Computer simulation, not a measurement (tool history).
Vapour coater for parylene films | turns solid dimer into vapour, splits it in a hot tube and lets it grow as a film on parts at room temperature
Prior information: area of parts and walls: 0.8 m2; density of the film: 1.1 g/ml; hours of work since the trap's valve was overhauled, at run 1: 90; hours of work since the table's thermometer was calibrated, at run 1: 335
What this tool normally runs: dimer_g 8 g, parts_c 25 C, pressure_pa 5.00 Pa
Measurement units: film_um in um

run,day,dimer_g,parts_c,pressure_pa,hours of work since the trap's valve was overhauled,hours of work since the table's thermometer was calibrated,film_um
1,0.000,8,25,5.00,90,335,6.73
2,0.488,8,25,5.00,101,345,6.71
3,1.208,8,25,5.00,116,361,6.64
4,1.779,8,35,5.00,128,373,5.29
5,2.633,8,35,5.00,146,391,5.23
6,3.058,8,35,5.00,155,400,5.28
7,3.696,8,35,5.00,169,414,5.25
8,4.208,8,35,3.09,180,425,5.43
9,5.046,8,35,3.09,198,443,5.41
10,5.900,8,35,3.09,216,461,5.33
11,6.708,8,25,5.00,234,478,6.41
12,7.267,8,25,5.00,246,490,6.23
13,7.842,8,25,5.00,258,502,6.30
14,8.212,8,31,4.93,266,510,5.49
15,8.988,3,30,4.93,282,527,2.10
16,9.346,4,26,2.85,290,535,3.17
17,10.004,13,32,4.14,304,549,8.69
18,10.767,7,28,3.37,320,565,5.20
19,11.617,8,32,2.11,339,583,5.62
# day 12.525: trap's valve overhauled
20,12.525,8,17,7.04,0,599,8.00
21,13.279,5,17,7.04,16,615,5.04
22,13.829,8,19,5.00,28,627,7.93
23,14.204,8,19,5.00,36,635,8.05
24,14.633,6,18,5.87,45,644,6.02

Hidden state at the last listed run before each entry between runs and at the first one after, where it differs:
Logged between run 19 and run 20: trap's valve overhauled (day 12.525)
  vapour lost through the trap's worn valve, %: 13.6 -> 0.1; true temperature of the parts over the reading, C: -0.32 -> -0.33
  difference, measured minus the result without the unlogged condition, film_um: -0.85 -> +0.05 um
